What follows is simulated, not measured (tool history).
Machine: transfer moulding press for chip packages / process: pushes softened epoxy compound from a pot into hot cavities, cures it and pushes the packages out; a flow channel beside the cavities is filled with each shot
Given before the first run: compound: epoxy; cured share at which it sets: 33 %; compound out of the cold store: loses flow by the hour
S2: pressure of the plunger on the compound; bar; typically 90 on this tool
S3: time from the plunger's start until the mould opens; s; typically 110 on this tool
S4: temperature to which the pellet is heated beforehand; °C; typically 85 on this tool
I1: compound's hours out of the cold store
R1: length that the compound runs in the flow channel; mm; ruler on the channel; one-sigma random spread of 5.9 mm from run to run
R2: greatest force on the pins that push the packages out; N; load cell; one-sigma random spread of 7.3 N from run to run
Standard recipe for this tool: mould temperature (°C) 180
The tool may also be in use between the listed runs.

Run 1, hour 0: usual settings; I1 9. Result: R1 609 mm, R2 376 N.
At hour 25.8: plunger's sealing rings changed.
At hour 38.2: cavities cleaned with cleaning compound and waxed.
Run 2, hour 42.1: usual settings; I1 10.5. Result: R1 666 mm, R2 482 N.
Run 3, hour 85.4: usual settings; I1 12.6. Result: R1 651 mm, R2 462 N.
At hour 111.1: cavities cleaned with cleaning compound and waxed.
Run 4, hour 127.4: usual settings but S2 95 bar; I1 9.8. Result: R1 661 mm, R2 337 N.
Run 5, hour 155.1: usual settings but S2 95 bar, S3 118 s; I1 28.4. Result: R1 615 mm, R2 341 N.
Run 6, hour 178.1: usual settings but S2 73.5 bar; I1 17.4. Result: R1 559 mm, R2 407 N.
At hour 183.6: cavities cleaned with cleaning compound and waxed.
At hour 207.7: cavities cleaned with cleaning compound and waxed, once more.
Run 7, hour 223.3: usual settings; I1 8.1. Result: R1 638 mm, R2 329 N.
Run 8, hour 272.1: usual settings but S3 113 s; I1 13.5. Result: R1 620 mm, R2 378 N.
At hour 280.9: cavities cleaned with cleaning compound and waxed.
Run 9, hour 324.5: usual settings but S3 113 s; I1 30.8. Result: R1 572 mm, R2 377 N.
At hour 353.6: cavities cleaned with cleaning compound and waxed.
Run 10, hour 363.6: usual settings but S3 113 s; I1 20.9. Result: R1 597 mm, R2 302 N.
Run 11, hour 396.5: usual settings but mould temperature (°C) 185, S3 113 s; I1 35.7. Result: R1 533 mm, R2 345 N.
Run 12, hour 418.6: usual settings; I1 45.1. Result: R1 533 mm, R2 373 N.
At hour 426.3: cavities cleaned with cleaning compound and waxed.
At hour 465.3: plunger's sealing rings changed.
Run 13, hour 469: usual settings; I1 11.1. Result: R1 662 mm, R2 369 N.
Run 14, hour 496: usual settings; I1 38. Result: R1 600 mm, R2 382 N.
At hour 500.1: cavities cleaned with cleaning compound and waxed.
Run 15, hour 530.4: usual settings; I1 28.6. Result: R1 607 mm, R2 350 N.
Run 16, hour 566.6: usual settings but S2 108.7 bar; I1 46.5. Result: R1 631 mm, R2 377 N.
At hour 575.3: cavities cleaned with cleaning compound and waxed.
Run 17, hour 604.7: usual settings but mould temperature (°C) 176, S3 125 s; I1 13.2. Result: R1 646 mm, R2 360 N.
Run 18, hour 639.8: usual settings but mould temperature (°C) 186, S3 125 s, S4 84 °C; I1 28.9. Result: R1 579 mm, R2 334 N.
At hour 648.3: cavities cleaned with cleaning compound and waxed.
At hour 663.7: mould's thermocouples calibrated.
Run 19, hour 690.8: usual settings but S4 88 °C; I1 24. Result: R1 609 mm, R2 390 N.
At hour 724: cavities cleaned with cleaning compound and waxed.
Run 20, hour 725: usual settings but mould temperature (°C) 176, S2 68.6 bar, S3 113 s; I1 11.5. Result: R1 561 mm, R2 369 N.
Run 21, hour 771: usual settings but mould temperature (°C) 176, S2 68.6 bar, S3 113 s, S4 76 °C; I1 40. Result: R1 504 mm, R2 456 N.
At hour 796: cavities cleaned with cleaning compound and waxed.
Run 22, hour 796.1: usual settings but mould temperature (°C) 176, S2 68.6 bar, S3 113 s, S4 76 °C; I1 20.3. Result: R1 541 mm, R2 381 N.
Run 23, hour 846.1: usual settings but mould temperature (°C) 187, S2 99.4 bar; I1 32.1. Result: R1 573 mm, R2 336 N.
At hour 867.6: cavities cleaned with cleaning compound and waxed.
Run 24, hour 895.1: usual settings but mould temperature (°C) 187, S2 99.4 bar; I1 16.9. Result: R1 604 mm, R2 310 N.
At hour 904.1: plunger's sealing rings changed.
At hour 942.6: cavities cleaned with cleaning compound and waxed.
Run 25, hour 950.3: usual settings but mould temperature (°C) 187, S2 99.4 bar; I1 19.7. Result: R1 641 mm, R2 270 N.
Run 26, hour 975.4: usual settings but S4 83 °C; I1 36.9. Result: R1 594 mm, R2 373 N.
Run 27, hour 1002.6: usual settings but mould temperature (°C) 179, S2 83 bar, S3 108 s, S4 79 °C; I1 15.5. Result: R1 621 mm, R2 448 N.

What if the next run were any one of these 4? Each begins from the tool's condition after run 27:
At hour 1014.4: cavities cleaned with cleaning compound and waxed.
Run A, hour 1048.3: usual settings but S2 105.8 bar, S3 115 s, S4 80 °C; I1 30.6. Result: R1 ?, R2 ?.
At hour 1014.4: cavities cleaned with cleaning compound and waxed.
Run B, hour 1048.3: usual settings but S2 70.3 bar, S4 90 °C; I1 40.7. Result: R1 ?, R2 ?.
At hour 1014.4: cavities cleaned with cleaning compound and waxed.
Run C, hour 1048.3: usual settings but mould temperature (°C) 187, S2 72.7 bar, S3 95 s; I1 16.8. Result: R1 ?, R2 ?.
At hour 1014.4: cavities cleaned with cleaning compound and waxed.
Run D, hour 1048.3: usual settings but mould temperature (°C) 179, S2 92 bar, S3 121 s, S4 79 °C; I1 45.8. Result: R1 ?, R2 ?.

run   R1   R2
  A  661  354
  B  520  377
  C  547  327
  D  583  338
Without the tool's unlogged condition, the same runs would have read:
run   R1   R2
  A  685  287
  B  538  306
  C  566  264
  D  604  274
